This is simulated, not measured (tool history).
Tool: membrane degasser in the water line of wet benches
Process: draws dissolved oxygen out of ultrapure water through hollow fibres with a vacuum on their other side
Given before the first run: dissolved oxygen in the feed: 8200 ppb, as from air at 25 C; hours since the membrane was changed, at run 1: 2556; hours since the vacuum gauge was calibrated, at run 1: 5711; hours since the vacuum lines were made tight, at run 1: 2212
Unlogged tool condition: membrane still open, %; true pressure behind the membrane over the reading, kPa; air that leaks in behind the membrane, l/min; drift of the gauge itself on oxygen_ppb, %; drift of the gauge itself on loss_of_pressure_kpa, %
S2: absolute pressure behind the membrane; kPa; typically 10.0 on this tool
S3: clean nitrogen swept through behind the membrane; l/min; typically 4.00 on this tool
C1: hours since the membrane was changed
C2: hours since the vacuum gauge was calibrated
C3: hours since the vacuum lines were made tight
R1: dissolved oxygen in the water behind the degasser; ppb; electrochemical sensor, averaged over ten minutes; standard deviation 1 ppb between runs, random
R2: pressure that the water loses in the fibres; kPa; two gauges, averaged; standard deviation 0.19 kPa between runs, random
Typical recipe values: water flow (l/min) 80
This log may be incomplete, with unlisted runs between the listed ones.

{"run": 1, "hour": 0.0, "water flow (l/min)": 80, "S2": 10.0, "S3": 4.0, "C1": 2556, "C2": 5711, "C3": 2212, "R1": 312.2, "R2": 40.18}
{"run": 2, "hour": 275.7, "water flow (l/min)": 80, "S2": 10.0, "S3": 3.27, "C1": 2831, "C2": 5987, "C3": 2487, "R1": 369.1, "R2": 40.09}
{"run": 3, "hour": 431.3, "water flow (l/min)": 80, "S2": 13.6, "S3": 4.0, "C1": 2987, "C2": 6142, "C3": 2643, "R1": 462.6, "R2": 40.18}
{"run": 4, "hour": 606.2, "water flow (l/min)": 116, "S2": 10.0, "S3": 4.0, "C1": 3162, "C2": 6317, "C3": 2818, "R1": 436.3, "R2": 58.33}
{"run": 5, "hour": 821.9, "water flow (l/min)": 80, "S2": 10.0, "S3": 4.0, "C1": 3378, "C2": 6533, "C3": 3033, "R1": 314.0, "R2": 40.36}
{"run": 6, "hour": 982.0, "water flow (l/min)": 80, "S2": 10.0, "S3": 4.0, "C1": 3538, "C2": 6693, "C3": 3194, "R1": 316.1, "R2": 40.41}
{"run": 7, "hour": 1289.1, "water flow (l/min)": 70, "S2": 10.0, "S3": 4.0, "C1": 3845, "C2": 7000, "C3": 3501, "R1": 280.0, "R2": 35.79}
{"run": 8, "hour": 1580.1, "water flow (l/min)": 70, "S2": 10.0, "S3": 4.0, "C1": 4136, "C2": 7291, "C3": 3792, "R1": 281.4, "R2": 35.58}
{"run": 9, "hour": 1766.1, "water flow (l/min)": 70, "S2": 10.0, "S3": 4.0, "C1": 4322, "C2": 7477, "C3": 3978, "R1": 282.1, "R2": 35.54}
{"run": 10, "hour": 2060.3, "water flow (l/min)": 70, "S2": 10.0, "S3": 4.0, "C1": 4616, "C2": 7771, "C3": 4272, "R1": 282.3, "R2": 35.68}
{"hour": 2178.0, "done": "vacuum gauge calibrated"}
{"run": 11, "hour": 2334.4, "water flow (l/min)": 53, "S2": 10.0, "S3": 4.0, "C1": 4889, "C2": 156, "C3": 4545, "R1": 205.8, "R2": 27.16}
{"run": 12, "hour": 2512.0, "water flow (l/min)": 53, "S2": 10.0, "S3": 4.0, "C1": 5067, "C2": 334, "C3": 4723, "R1": 207.0, "R2": 27.05}
{"run": 13, "hour": 2787.2, "water flow (l/min)": 67, "S2": 10.0, "S3": 4.0, "C1": 5342, "C2": 609, "C3": 4998, "R1": 256.1, "R2": 34.58}
{"run": 14, "hour": 2943.2, "water flow (l/min)": 67, "S2": 10.0, "S3": 4.0, "C1": 5498, "C2": 765, "C3": 5154, "R1": 255.9, "R2": 34.24}
{"run": 15, "hour": 3083.9, "water flow (l/min)": 73, "S2": 10.0, "S3": 4.0, "C1": 5639, "C2": 906, "C3": 5295, "R1": 276.5, "R2": 37.5}
{"run": 16, "hour": 3274.6, "water flow (l/min)": 80, "S2": 10.0, "S3": 4.0, "C1": 5830, "C2": 1097, "C3": 5486, "R1": 301.0, "R2": 41.2}
{"run": 17, "hour": 3478.5, "water flow (l/min)": 80, "S2": 10.0, "S3": 5.18, "C1": 6034, "C2": 1301, "C3": 5690, "R1": 241.2, "R2": 41.19}
{"hour": 3540.4, "done": "seals of the vacuum lines changed"}
{"run": 18, "hour": 3616.4, "water flow (l/min)": 59, "S2": 20.7, "S3": 5.18, "C1": 6170, "C2": 1436, "C3": 76, "R1": 445.6, "R2": 30.6}
{"run": 19, "hour": 3771.3, "water flow (l/min)": 105, "S2": 14.5, "S3": 4.0, "C1": 6324, "C2": 1591, "C3": 231, "R1": 613.9, "R2": 54.36}
{"run": 20, "hour": 4033.1, "water flow (l/min)": 105, "S2": 23.5, "S3": 4.0, "C1": 6586, "C2": 1853, "C3": 493, "R1": 1040.4, "R2": 54.89}
{"run": 21, "hour": 4338.5, "water flow (l/min)": 105, "S2": 23.5, "S3": 4.0, "C1": 6892, "C2": 2159, "C3": 798, "R1": 1036.2, "R2": 54.94}
{"run": 22, "hour": 4641.8, "water flow (l/min)": 105, "S2": 23.5, "S3": 4.0, "C1": 7195, "C2": 2462, "C3": 1101, "R1": 1037.3, "R2": 55.23}
{"run": 23, "hour": 4978.5, "water flow (l/min)": 105, "S2": 23.5, "S3": 4.0, "C1": 7532, "C2": 2799, "C3": 1438, "R1": 1036.6, "R2": 55.02}
{"run": 24, "hour": 5292.3, "water flow (l/min)": 89, "S2": 19.6, "S3": 3.45, "C1": 7845, "C2": 3112, "C3": 1752, "R1": 849.5, "R2": 46.95}
{"run": 25, "hour": 5481.3, "water flow (l/min)": 89, "S2": 19.6, "S3": 3.45, "C1": 8034, "C2": 3301, "C3": 1941, "R1": 847.8, "R2": 47.17}
{"run": 26, "hour": 5646.9, "water flow (l/min)": 89, "S2": 19.6, "S3": 3.45, "C1": 8200, "C2": 3467, "C3": 2106, "R1": 852.9, "R2": 47.3}
{"run": 27, "hour": 5930.1, "water flow (l/min)": 89, "S2": 19.6, "S3": 3.45, "C1": 8483, "C2": 3750, "C3": 2390, "R1": 847.5, "R2": 47.21}
{"run": 28, "hour": 6067.3, "water flow (l/min)": 80, "S2": 19.2, "S3": 10.68, "C1": 8620, "C2": 3887, "C3": 2527, "R1": 287.5, "R2": 42.62}

For run 29, what comes out?
{"run": 29, "hour": 6297.0, "water flow (l/min)": 80, "S2": 11.0, "S3": 4.0, "C1": 8850, "C2": 4117, "C3": 2757, "R1": "?", "R2": "?"}

Run 29 came out at R1 351.3 ppb, R2 42.62 kPa.
Minus the tool's unlogged condition, the same run would have read R1 337.5 ppb, R2 38.81 kPa.
